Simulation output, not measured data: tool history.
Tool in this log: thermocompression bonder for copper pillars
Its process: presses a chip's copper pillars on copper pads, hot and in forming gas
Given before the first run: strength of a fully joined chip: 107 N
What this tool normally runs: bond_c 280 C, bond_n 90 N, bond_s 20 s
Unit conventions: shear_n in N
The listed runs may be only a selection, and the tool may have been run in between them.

| run | hour | bond_c | bond_n | bond_s | shear_n |
|---|---|---|---|---|---|
| 1 | 0 | 280 | 90 | 20 | 53.1 |
| 2 | 24.7 | 280 | 90 | 20 | 53 |
| 3 | 54.6 | 280 | 90 | 20 | 53.6 |
| 4 | 85.8 | 280 | 90 | 20 | 52.8 |
| 5 | 99.9 | 280 | 90 | 20 | 53.6 |
| 6 | 124.3 | 280 | 90 | 22 | 53.7 |
| 7 | 145.8 | 280 | 90 | 22 | 56.2 |
| 8 | 162.9 | 280 | 65 | 20 | 40.5 |
| 9 | 179.1 | 280 | 133 | 20 | 74.3 |
| 10 | 200 | 280 | 67 | 36 | 50.7 |
| 11 | 224.9 | 264 | 119 | 21 | 57.6 |
| 12 | 257.7 | 291 | 119 | 24 | 80.3 |
| 13 | 286.7 | 291 | 119 | 24 | 79.6 |
| 14 | 301.9 | 291 | 119 | 20 | 75.1 |
| 15 | 321.2 | 291 | 119 | 20 | 75.8 |
| 16 | 335.6 | 280 | 77 | 20 | 46.1 |
| 17 | 363.7 | 280 | 77 | 46 | 61.2 |

Taken out of this log: 2 entries between the listed runs. Where each belongs, and how the hidden state differs across it:
Logged between run 7 and run 8: forming gas filter changed (hour 158.2)
  true temperature of the bond over the reading, C: 2.9 -> 3; force that reaches the chip, % of what is set: 96.3 -> 96.2; oxide that the forming gas leaves, % of the face: 3.7 -> 0.56
  measured value less the no-hidden-state value, shear_n: -1.6 -> +0.3 N
Logged between run 11 and run 12: force cell calibrated (hour 229.4)
  true temperature of the bond over the reading, C: 3.3 -> 3.5; force that reaches the chip, % of what is set: 95.9 -> 93.9; oxide that the forming gas leaves, % of the face: 0.98 -> 1.21
  measured value less the no-hidden-state value, shear_n: +0.3 -> -1.2 N

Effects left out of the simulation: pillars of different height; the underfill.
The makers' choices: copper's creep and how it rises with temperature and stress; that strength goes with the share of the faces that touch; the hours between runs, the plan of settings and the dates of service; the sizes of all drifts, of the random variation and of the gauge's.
